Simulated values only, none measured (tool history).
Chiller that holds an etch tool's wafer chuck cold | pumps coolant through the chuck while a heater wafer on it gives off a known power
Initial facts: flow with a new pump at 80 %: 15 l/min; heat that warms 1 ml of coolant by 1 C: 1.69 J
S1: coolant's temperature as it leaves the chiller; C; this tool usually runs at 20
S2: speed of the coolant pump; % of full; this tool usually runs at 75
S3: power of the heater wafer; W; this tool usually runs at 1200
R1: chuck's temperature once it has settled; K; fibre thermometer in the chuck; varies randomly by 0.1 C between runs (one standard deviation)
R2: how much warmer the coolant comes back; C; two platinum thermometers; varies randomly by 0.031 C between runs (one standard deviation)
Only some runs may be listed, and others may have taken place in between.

run,hour,S1,S2,S3,R1,R2
1,0,20,75,1200,300.85,3.06
2,55.6,20,75,1200,300.65,3.06
3,108.9,20,75,1200,300.65,3.03
4,162.2,20,75,1200,300.65,3.02
5,240.8,24,75,1200,304.75,3.1
# hour 251.8: coolant pump overhauled
6,290.9,20,84,1200,300.25,2.7
7,332,13,84,1141,293.15,2.6
8,406.4,20,68,1092,300.75,3.08
9,438.9,20,68,1092,300.55,3.09
10,513.4,20,68,1092,300.55,3.12
11,545.4,20,68,1092,300.75,3.15
12,624.6,21,83,736,298.65,1.68

Measured less the same run without the tool's hidden state. The same run-to-run variation is in both; the gauge's scatter may not be:
Hidden state at play: heat passed by the chuck's channels, % of clean ones'; flow at a given pump speed, % of a new pump's; coolant's true temperature over the reading, C; drift of the gauge itself on chuck_c, C; drift of the gauge itself on warmer_back_c, C.
run,R2
1,+0.01
2,+0.01
3,+0.01
4,+0.02
5,+0.03
6,+0.03
7,+0.03
8,+0.03
9,+0.04
10,+0.04
11,+0.04
12,+0.02
R1: differs from the measured result by no more than 0.3 K in any run.
